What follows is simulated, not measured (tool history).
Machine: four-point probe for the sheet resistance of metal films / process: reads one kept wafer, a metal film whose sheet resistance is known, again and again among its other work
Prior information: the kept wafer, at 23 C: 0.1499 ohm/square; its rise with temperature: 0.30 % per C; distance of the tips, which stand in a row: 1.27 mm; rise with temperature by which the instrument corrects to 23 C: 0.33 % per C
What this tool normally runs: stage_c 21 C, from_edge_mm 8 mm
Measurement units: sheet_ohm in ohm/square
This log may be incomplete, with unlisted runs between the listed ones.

run 1 hour=0.0 | stage_c=21 from_edge_mm=8 | sheet_ohm=0.151949
run 2 hour=25.2 | stage_c=29 from_edge_mm=8 | sheet_ohm=0.151589
run 3 hour=48.9 | stage_c=21 from_edge_mm=44 | sheet_ohm=0.149966
run 4 hour=63.9 | stage_c=21 from_edge_mm=44 | sheet_ohm=0.150015
run 5 hour=77.1 | stage_c=21 from_edge_mm=44 | sheet_ohm=0.150017
run 6 hour=93.7 | stage_c=21 from_edge_mm=44 | sheet_ohm=0.150048
run 7 hour=110.5 | stage_c=21 from_edge_mm=44 | sheet_ohm=0.150125
run 8 hour=136.8 | stage_c=21 from_edge_mm=8 | sheet_ohm=0.152076
run 9 hour=149.6 | stage_c=21 from_edge_mm=62 | sheet_ohm=0.150078
run 10 hour=174.0 | stage_c=21 from_edge_mm=62 | sheet_ohm=0.150041
run 11 hour=188.9 | stage_c=21 from_edge_mm=62 | sheet_ohm=0.150120
run 12 hour=209.8 | stage_c=21 from_edge_mm=5 | sheet_ohm=0.155153
run 13 hour=235.2 | stage_c=21 from_edge_mm=4 | sheet_ohm=0.157780
run 14 hour=259.4 | stage_c=21 from_edge_mm=4 | sheet_ohm=0.157807
run 15 hour=284.9 | stage_c=20 from_edge_mm=8 | sheet_ohm=0.152237
run 16 hour=298.6 | stage_c=21 from_edge_mm=8 | sheet_ohm=0.152178
run 17 hour=323.9 | stage_c=22 from_edge_mm=12 | sheet_ohm=0.151055
run 18 hour=345.2 | stage_c=18 from_edge_mm=4 | sheet_ohm=0.158024
run 19 hour=359.5 | stage_c=21 from_edge_mm=31 | sheet_ohm=0.150341
run 20 hour=383.1 | stage_c=21 from_edge_mm=31 | sheet_ohm=0.150370
run 21 hour=406.8 | stage_c=20 from_edge_mm=63 | sheet_ohm=0.150308
run 22 hour=425.2 | stage_c=22 from_edge_mm=8 | sheet_ohm=0.152304
run 23 hour=442.4 | stage_c=30 from_edge_mm=9 | sheet_ohm=0.151507
run 24 hour=464.3 | stage_c=30 from_edge_mm=9 | sheet_ohm=0.151447
run 25 hour=485.8 | stage_c=30 from_edge_mm=9 | sheet_ohm=0.151547
run 26 hour=504.8 | stage_c=32 from_edge_mm=65 | sheet_ohm=0.149826
run 27 hour=521.1 | stage_c=19 from_edge_mm=8 | sheet_ohm=0.152397
run 28 hour=534.9 | stage_c=19 from_edge_mm=8 | sheet_ohm=0.152470
run 29 hour=556.6 | stage_c=23 from_edge_mm=46 | sheet_ohm=0.150332
run 30 hour=571.5 | stage_c=23 from_edge_mm=46 | sheet_ohm=0.150362
run 31 hour=590.7 | stage_c=23 from_edge_mm=46 | sheet_ohm=0.150373

Below are 5 alternative next runs, each starting from the tool's condition after run 31. Predict each:
run A hour=616.5 | stage_c=29 from_edge_mm=4 | sheet_ohm=?
run B hour=616.5 | stage_c=31 from_edge_mm=10 | sheet_ohm=?
run C hour=616.5 | stage_c=19 from_edge_mm=15 | sheet_ohm=?
run D hour=616.5 | stage_c=29 from_edge_mm=52 | sheet_ohm=?
run E hour=616.5 | stage_c=23 from_edge_mm=11 | sheet_ohm=?

run=A sheet_ohm=0.157697
run=B sheet_ohm=0.151289
run=C sheet_ohm=0.151138
run=D sheet_ohm=0.150062
run=E sheet_ohm=0.151404
Take away the tool's hidden state, keep each run's random variation, and the runs would have read:
run=A sheet_ohm=0.157252
run=B sheet_ohm=0.150861
run=C sheet_ohm=0.150709
run=D sheet_ohm=0.149637
run=E sheet_ohm=0.150975
